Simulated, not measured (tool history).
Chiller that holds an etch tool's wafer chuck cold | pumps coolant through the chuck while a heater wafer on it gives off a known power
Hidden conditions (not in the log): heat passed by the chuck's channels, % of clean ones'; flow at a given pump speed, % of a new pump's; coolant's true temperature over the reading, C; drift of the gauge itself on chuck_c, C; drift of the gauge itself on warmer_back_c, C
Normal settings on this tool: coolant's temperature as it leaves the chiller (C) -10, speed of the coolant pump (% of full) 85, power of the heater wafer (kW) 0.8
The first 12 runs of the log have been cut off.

run     day  coolant's temperature as it leaves the chiller (C)  speed of the coolant pump (% of full)  power of the heater wafer (kW)  hours since the coolant was changed and the channels were flushed  hours since the pump was overhauled  hours since the chiller's thermometer was calibrated  chuck's temperature once it has settled (C)  how much warmer the coolant comes back (C)
 13    18.8                                                 -10                                     85                            0.48                                                               7993                                 2200                                                   120                                         -4.9                                        1.48
 14  19.779                                                 -10                                     85                            0.48                                                               8017                                 2223                                                   143                                           -5                                        1.45
 15  21.033                                                 -10                                     92                            0.48                                                               8047                                 2254                                                   173                                         -5.2                                        1.37
 16  22.692                                                 -10                                     92                            0.48                                                               8087                                 2293                                                   213                                         -5.2                                        1.42
 17  24.508                                                  -9                                     65                             0.8                                                               8130                                 2337                                                   257                                          0.6                                        3.08
 18  26.204                                                  -9                                     65                             0.8                                                               8171                                 2378                                                   297                                          0.5                                        3.12
 19  27.988                                                 -15                                     85                             0.8                                                               8214                                 2420                                                   340                                         -6.7                                         2.4
 20  29.646                                                 -15                                     85                             0.8                                                               8254                                 2460                                                   380                                         -6.6                                        2.47
 21  30.896                                                 -11                                     85                           0.978                                                               8284                                 2490                                                   410                                         -0.7                                        2.93
 22  32.046                                                 -18                                     97                           0.978                                                               8311                                 2518                                                   438                                         -8.4                                        2.58
 23  33.033                                                 -13                                     78                           1.052                                                               8335                                 2541                                                   461                                         -1.6                                        3.38
     34.142  -- gauge calibrated
 24  34.462                                                 -13                                     78                           1.052                                                               8369                                 2576                                                   496                                         -1.4                                        3.02
 25   36.45                                                 -13                                     78                           1.052                                                               8417                                 2624                                                   543                                         -1.6                                        2.98
 26  37.592                                                 -17                                     80                           0.662                                                               8444                                 2651                                                   571                                         -9.8                                         1.9
 27  39.521                                                 -17                                     80                           0.662                                                               8491                                 2697                                                   617                                         -9.8                                         1.9
 28    41.3                                                  -2                                     71                             0.8                                                               8533                                 2740                                                   660                                          7.2                                        2.61
     42.338  -- coolant changed, channels flushed
 29  43.521                                                 -14                                     65                           0.492                                                                 28                                 2787                                                   707                                           -8                                        1.82
 30  44.788                                                  -3                                     73                           1.105                                                                 59                                 2818                                                   737                                          9.6                                         3.5
 31  46.204                                                  -3                                     73                           1.105                                                                 93                                 2852                                                   771                                          9.3                                        3.49

3 options for the next run, each taken on its own from the tool as it stands now. Forecast them:
  A  47.433                                                   0                                     62                           0.618                                                                122                                 2881                                                   801                                            ?                                           ?
  B  47.433                                                 -10                                     73                           0.857                                                                122                                 2881                                                   801                                            ?                                           ?
  C  47.433                                                 -10                                     85                           0.847                                                                122                                 2881                                                   801                                            ?                                           ?

run  chuck's temperature once it has settled (C)  how much warmer the coolant comes back (C)
  A                                          7.7                                         2.4
  B                                         -0.3                                        2.75
  C                                         -1.4                                        2.38
The same runs, with their run-to-run variation unchanged, on a tool lacking any hidden condition would have given:
run  chuck's temperature once it has settled (C)  how much warmer the coolant comes back (C)
  A                                          7.7                                        2.24
  B                                         -0.3                                         2.6
  C                                         -1.4                                        2.22
